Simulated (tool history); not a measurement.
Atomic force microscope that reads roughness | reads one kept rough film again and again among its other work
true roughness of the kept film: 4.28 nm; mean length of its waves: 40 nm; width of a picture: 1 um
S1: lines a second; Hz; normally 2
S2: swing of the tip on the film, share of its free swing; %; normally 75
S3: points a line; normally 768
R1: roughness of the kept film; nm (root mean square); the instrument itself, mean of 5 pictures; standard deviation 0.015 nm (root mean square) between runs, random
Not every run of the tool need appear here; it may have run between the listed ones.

| run | hour | S1 | S2 | S3 | R1 |
|---|---|---|---|---|---|
| 1 | 0 | 2 | 75 | 768 | 3.438 |
| 2 | 10.3 | 2 | 75 | 768 | 3.379 |
|  | 22.4 | new tip fitted |
| 3 | 27.3 | 0.71 | 75 | 768 | 3.718 |
| 4 | 36.8 | 0.71 | 75 | 768 | 3.667 |
|  | 51.1 | new tip fitted |
| 5 | 53 | 2 | 75 | 768 | 3.491 |
| 6 | 60.9 | 2 | 75 | 768 | 3.408 |
| 7 | 76.5 | 2 | 82 | 768 | 3.106 |
|  | 79.1 | new tip fitted |
| 8 | 86.6 | 1.62 | 82 | 768 | 3.399 |
| 9 | 101.7 | 1.62 | 82 | 768 | 3.258 |
|  | 107.3 | new tip fitted |
| 10 | 113.2 | 1.62 | 82 | 768 | 3.395 |
| 11 | 125.1 | 2 | 84 | 768 | 3.115 |
|  | 135.3 | new tip fitted |
| 12 | 137.4 | 0.54 | 68 | 781 | 3.92 |
| 13 | 153.5 | 0.87 | 56 | 598 | 3.729 |
|  | 163.3 | new tip fitted |
| 14 | 168 | 2 | 75 | 397 | 3.417 |
| 15 | 175.3 | 2 | 75 | 397 | 3.375 |
|  | 191.1 | new tip fitted |
| 16 | 191.2 | 2 | 75 | 1000 | 3.516 |
| 17 | 200.1 | 0.89 | 75 | 800 | 3.662 |
| 18 | 211.7 | 0.89 | 84 | 283 | 3.394 |
|  | 219.2 | new tip fitted |
| 19 | 219.9 | 2 | 75 | 407 | 3.486 |
| 20 | 227.4 | 3.85 | 82 | 888 | 2.816 |
| 21 | 239.8 | 3.92 | 79 | 497 | 2.832 |

Below are 3 alternative next runs, each starting from the tool's condition after run 21. Predict each:
|  | 247.9 | new tip fitted |
| A | 257.5 | 0.62 | 57 | 497 | ? |
|  | 247.9 | new tip fitted |
| B | 257.5 | 3.45 | 65 | 1022 | ? |
|  | 247.9 | new tip fitted |
| C | 257.5 | 2 | 80 | 768 | ? |

| run | R1 |
|---|---|
| A | 3.851 |
| B | 3.44 |
| C | 3.324 |
Take away the tool's hidden state, keep each run's random variation, and the runs would have read:
| run | R1 |
|---|---|
| A | 3.943 |
| B | 3.523 |
| C | 3.404 |

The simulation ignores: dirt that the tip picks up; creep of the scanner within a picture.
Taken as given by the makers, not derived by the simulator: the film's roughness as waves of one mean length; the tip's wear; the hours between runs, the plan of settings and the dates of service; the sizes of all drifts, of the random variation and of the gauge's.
